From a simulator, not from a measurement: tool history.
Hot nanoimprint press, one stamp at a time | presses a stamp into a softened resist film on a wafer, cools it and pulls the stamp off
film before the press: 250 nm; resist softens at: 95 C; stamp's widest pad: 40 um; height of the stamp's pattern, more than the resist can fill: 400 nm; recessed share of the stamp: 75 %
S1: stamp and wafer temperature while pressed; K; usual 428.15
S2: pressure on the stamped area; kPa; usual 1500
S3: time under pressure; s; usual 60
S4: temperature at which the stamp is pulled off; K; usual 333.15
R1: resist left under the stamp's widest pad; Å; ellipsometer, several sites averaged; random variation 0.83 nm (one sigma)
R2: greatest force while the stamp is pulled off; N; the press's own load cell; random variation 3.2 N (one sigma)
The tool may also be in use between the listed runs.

run,hour,S1,S2,S3,S4,R1,R2
1,0.0,428.15,1500,60,333.15,1143,164
2,19.6,434.15,1500,60,333.15,842,166
3,51.5,428.15,1500,60,318.15,1140,201
# hour 72.8: plate thermocouple calibrated
4,78.7,428.15,1500,60,324.15,1172,190
5,105.8,428.15,1500,60,333.15,1192,175
6,123.6,437.15,1500,60,333.15,736,171
# hour 149.7: plate thermocouple calibrated, once more
7,149.7,437.15,1500,60,333.15,688,174
8,179.5,427.15,1610,113,333.15,887,173
9,202.2,436.15,1500,60,333.15,726,171
10,219.9,423.15,1500,33,333.15,1678,173
11,238.4,429.15,1270,33,333.15,1407,186

Hidden state or all else? Some run-to-run changes of R1, split into what the settings, what came in and random variation would give without the hidden state, and what is left for the hidden state (with any gauge scatter that isn't in both results):
The hidden state here: true temperature over the reading, C; pressure that arrives at the usual setting, %; grip of the stamp's worn release coat, % over a new coat's; drift of the gauge itself on residual_nm, %; drift of the gauge itself on pull_off_n, %.
Run 6 -> 7: plate thermocouple calibrated, once more. R1 -48 Å: hidden state -47, all else -1.
Run 9 -> 10: S1 436.15 -> 423.15, S3 60 -> 33. R1 +952 Å: hidden state +6, all else +946.
